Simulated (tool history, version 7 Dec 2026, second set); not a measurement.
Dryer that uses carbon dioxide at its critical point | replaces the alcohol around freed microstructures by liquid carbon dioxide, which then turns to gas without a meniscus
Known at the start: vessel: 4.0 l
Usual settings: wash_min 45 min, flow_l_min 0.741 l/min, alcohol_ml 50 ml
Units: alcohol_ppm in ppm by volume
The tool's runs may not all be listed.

Run 1, hour 0: usual settings. Result: alcohol_ppm 27 ppm by volume.
Run 2, hour 26.7: usual settings. Result: alcohol_ppm 33 ppm by volume.
Run 3, hour 44.8: usual settings but alcohol_ml 67 ml. Result: alcohol_ppm 41 ppm by volume.
Run 4, hour 66.9: usual settings. Result: alcohol_ppm 23 ppm by volume.
Run 5, hour 83.7: usual settings. Result: alcohol_ppm 27 ppm by volume.
Run 6, hour 105.3: usual settings but flow_l_min 0.589 l/min. Result: alcohol_ppm 84 ppm by volume.
Run 7, hour 126.4: usual settings but flow_l_min 0.589 l/min. Result: alcohol_ppm 82 ppm by volume.
Run 8, hour 154.5: usual settings. Result: alcohol_ppm 39 ppm by volume.
Run 9, hour 179.1: usual settings. Result: alcohol_ppm 30 ppm by volume.
Run 10, hour 198.5: usual settings. Result: alcohol_ppm 33 ppm by volume.
Run 11, hour 219.7: usual settings but wash_min 66 min. Result: alcohol_ppm 33 ppm by volume.
Run 12, hour 246.4: usual settings but wash_min 66 min, alcohol_ml 49 ml. Result: alcohol_ppm 37 ppm by volume.
Run 13, hour 279.6: usual settings. Result: alcohol_ppm 50 ppm by volume.
Run 14, hour 301.1: usual settings but flow_l_min 0.859 l/min. Result: alcohol_ppm 42 ppm by volume.
Run 15, hour 324.1: usual settings but flow_l_min 0.859 l/min. Result: alcohol_ppm 34 ppm by volume.
Run 16, hour 355.1: usual settings but flow_l_min 0.879 l/min. Result: alcohol_ppm 32 ppm by volume.
Run 17, hour 379.6: usual settings but flow_l_min 0.879 l/min. Result: alcohol_ppm 41 ppm by volume.
Run 18, hour 404.9: usual settings but wash_min 46 min. Result: alcohol_ppm 56 ppm by volume.
Run 19, hour 433.1: usual settings but wash_min 67 min, flow_l_min 0.838 l/min, alcohol_ml 65 ml. Result: alcohol_ppm 35 ppm by volume.
Run 20, hour 447.2: usual settings but wash_min 53 min, flow_l_min 0.809 l/min, alcohol_ml 35 ml. Result: alcohol_ppm 47 ppm by volume.
Run 21, hour 477.6: usual settings but wash_min 53 min, flow_l_min 0.809 l/min, alcohol_ml 35 ml. Result: alcohol_ppm 51 ppm by volume.
Run 22, hour 503.3: usual settings but flow_l_min 0.632 l/min, alcohol_ml 70 ml. Result: alcohol_ppm 110 ppm by volume.
Run 23, hour 526.1: usual settings but wash_min 28 min, flow_l_min 0.752 l/min, alcohol_ml 45 ml. Result: alcohol_ppm 242 ppm by volume.
Run 24, hour 550.2: usual settings but flow_l_min 0.504 l/min, alcohol_ml 118 ml. Result: alcohol_ppm 390 ppm by volume.
Run 25, hour 574.4: usual settings but flow_l_min 0.864 l/min, alcohol_ml 35 ml. Result: alcohol_ppm 55 ppm by volume.
Run 26, hour 592.3: usual settings but wash_min 54 min, alcohol_ml 23 ml. Result: alcohol_ppm 46 ppm by volume.
Run 27, hour 610.8: usual settings but wash_min 42 min, flow_l_min 0.862 l/min, alcohol_ml 40 ml. Result: alcohol_ppm 59 ppm by volume.
Run 28, hour 625.9: usual settings but wash_min 42 min, flow_l_min 0.862 l/min, alcohol_ml 40 ml. Result: alcohol_ppm 57 ppm by volume.
At hour 634.4: inlet filter changed.
Run 29, hour 658.9: usual settings but wash_min 53 min, flow_l_min 0.501 l/min. Result: alcohol_ppm 100 ppm by volume.
Run 30, hour 679.4: usual settings but wash_min 53 min, flow_l_min 0.501 l/min. Result: alcohol_ppm 93 ppm by volume.
Run 31, hour 698.4: usual settings but wash_min 53 min, flow_l_min 0.609 l/min, alcohol_ml 26 ml. Result: alcohol_ppm 66 ppm by volume.
Run 32, hour 730.5: usual settings but wash_min 39 min, flow_l_min 0.609 l/min, alcohol_ml 66 ml. Result: alcohol_ppm 169 ppm by volume.
Run 33, hour 757.2: usual settings but wash_min 30 min, flow_l_min 1.159 l/min, alcohol_ml 25 ml. Result: alcohol_ppm 73 ppm by volume.
Run 34, hour 778: usual settings but wash_min 30 min, flow_l_min 1.159 l/min, alcohol_ml 25 ml. Result: alcohol_ppm 65 ppm by volume.
Run 35, hour 807.5: usual settings but alcohol_ml 41 ml. Result: alcohol_ppm 79 ppm by volume.

5 ways to go on from here, each from the tool as it stands after run 35. What would each give?
Run A, hour 826.9: usual settings but flow_l_min 0.829 l/min. Result: alcohol_ppm ?.
Run B, hour 826.9: usual settings but alcohol_ml 101 ml. Result: alcohol_ppm ?.
Run C, hour 826.9: usual settings but wash_min 40 min, alcohol_ml 62 ml. Result: alcohol_ppm ?.
Run D, hour 826.9: usual settings but wash_min 42 min, alcohol_ml 45 ml. Result: alcohol_ppm ?.
Run E, hour 826.9: usual settings but wash_min 59 min. Result: alcohol_ppm ?.

run  alcohol_ppm
  A           67
  B           90
  C           89
  D           80
  E           65
Without the tool's hidden state the same runs would have given:
run  alcohol_ppm
  A            5
  B           28
  C           25
  D           16
  E            4
